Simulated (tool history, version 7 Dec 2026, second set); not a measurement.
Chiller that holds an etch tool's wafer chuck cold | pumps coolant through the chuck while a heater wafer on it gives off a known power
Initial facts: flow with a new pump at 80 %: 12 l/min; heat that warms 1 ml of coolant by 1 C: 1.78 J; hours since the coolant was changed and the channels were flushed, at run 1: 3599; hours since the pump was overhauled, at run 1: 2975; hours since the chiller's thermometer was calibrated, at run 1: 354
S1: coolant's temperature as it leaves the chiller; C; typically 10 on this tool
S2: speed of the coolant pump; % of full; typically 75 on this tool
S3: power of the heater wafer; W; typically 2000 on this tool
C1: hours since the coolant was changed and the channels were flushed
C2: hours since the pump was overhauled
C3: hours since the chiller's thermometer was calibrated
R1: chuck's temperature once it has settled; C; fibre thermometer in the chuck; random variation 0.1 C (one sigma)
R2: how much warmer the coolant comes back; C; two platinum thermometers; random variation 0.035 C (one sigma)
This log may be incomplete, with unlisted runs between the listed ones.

Run 1, hour 0.0: usual settings; C1 3599; C2 2975; C3 354. Result: R1 25.1 C, R2 6.31 C.
Run 2, hour 74.1: usual settings; C1 3674; C2 3049; C3 428. Result: R1 25.0 C, R2 6.35 C.
Run 3, hour 150.3: usual settings; C1 3750; C2 3125; C3 504. Result: R1 25.3 C, R2 6.37 C.
Run 4, hour 220.4: usual settings but S3 2559 W; C1 3820; C2 3195; C3 574. Result: R1 29.6 C, R2 8.06 C.
Run 5, hour 294.0: usual settings but S3 2559 W; C1 3893; C2 3269; C3 648. Result: R1 29.5 C, R2 8.15 C.
Run 6, hour 348.5: usual settings but S3 2559 W; C1 3948; C2 3323; C3 702. Result: R1 29.5 C, R2 8.17 C.
Run 7, hour 455.4: usual settings but S3 2559 W; C1 4055; C2 3430; C3 809. Result: R1 29.4 C, R2 8.24 C.
Run 8, hour 542.2: usual settings but S3 2559 W; C1 4142; C2 3517; C3 896. Result: R1 29.6 C, R2 8.15 C.
Run 9, hour 621.9: usual settings but S3 2559 W; C1 4221; C2 3597; C3 976. Result: R1 29.6 C, R2 8.20 C.
Run 10, hour 735.3: usual settings but S3 2559 W; C1 4335; C2 3710; C3 1089. Result: R1 29.7 C, R2 8.11 C.
Run 11, hour 813.1: usual settings but S3 1826 W; C1 4412; C2 3788; C3 1167. Result: R1 24.0 C, R2 5.82 C.
Run 12, hour 862.9: usual settings but S3 1826 W; C1 4462; C2 3838; C3 1217. Result: R1 24.0 C, R2 5.85 C.
Run 13, hour 916.3: usual settings but S3 1826 W; C1 4516; C2 3891; C3 1270. Result: R1 24.1 C, R2 5.73 C.
Run 14, hour 992.9: usual settings but S1 16 C; C1 4592; C2 3968; C3 1347. Result: R1 31.5 C, R2 6.37 C.
Run 15, hour 1069.7: usual settings but S1 16 C; C1 4669; C2 4044; C3 1424. Result: R1 31.4 C, R2 6.39 C.
Run 16, hour 1119.1: usual settings; C1 4719; C2 4094; C3 1473. Result: R1 25.3 C, R2 6.38 C.

For run 17, what comes out?
Run 17, hour 1190.4: usual settings; C1 4790; C2 4165; C3 1544. Result: R1 ?, R2 ?.

Logged for run 17: R1 25.6 C, R2 6.44 C.
If the tool had no hidden condition, the same run with the same run-to-run variation would have returned R1 24.0 C, R2 6.05 C.

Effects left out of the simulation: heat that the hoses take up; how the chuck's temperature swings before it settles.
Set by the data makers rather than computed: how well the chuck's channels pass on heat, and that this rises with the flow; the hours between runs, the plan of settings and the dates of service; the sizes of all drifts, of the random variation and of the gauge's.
